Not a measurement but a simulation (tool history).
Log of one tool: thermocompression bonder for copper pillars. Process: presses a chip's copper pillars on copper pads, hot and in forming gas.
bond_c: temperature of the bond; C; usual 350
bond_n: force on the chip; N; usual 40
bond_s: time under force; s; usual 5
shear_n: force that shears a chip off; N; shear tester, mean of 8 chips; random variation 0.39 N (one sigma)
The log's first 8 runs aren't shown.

run   hour  bond_c  bond_n  bond_s  shear_n
     226.4  -- forming gas filter changed
  9    231     350      59       4     55.8
 10  246.4     350      40       5     49.1
 11    261     350      40       5     50.2
 12  281.7     350      40       5     49.1
 13  300.4     350      40       5     48.9
 14  323.3     350      40       5     48.8
 15    348     350      40       5     48.9
 16  364.3     350      40       5       49
 17  389.5     350      40       5     48.5
 18  414.8     350      40       5     48.6
 19  443.1     350      40       5     48.4
 20    478     350      40       5     47.8
 21  499.9     368      40      10     70.5
     504.4  -- force cell calibrated
 22  530.7     370      38      10     70.7
 23  565.1     370      38      10     70.3
     598.4  -- force cell calibrated, once more
 24  598.5     370      38      10     66.4
 25  630.5     358      40      13     67.9
 26  650.5     350      40       5     44.3
 27  674.2     350      40       5     44.6

The next listed run, before its measurement:
 28  702.6     350      24       6        ?

{"run 28": {"shear_n": 35.9}}
Without the tool's hidden state the same run would have given shear_n 37.1 N.
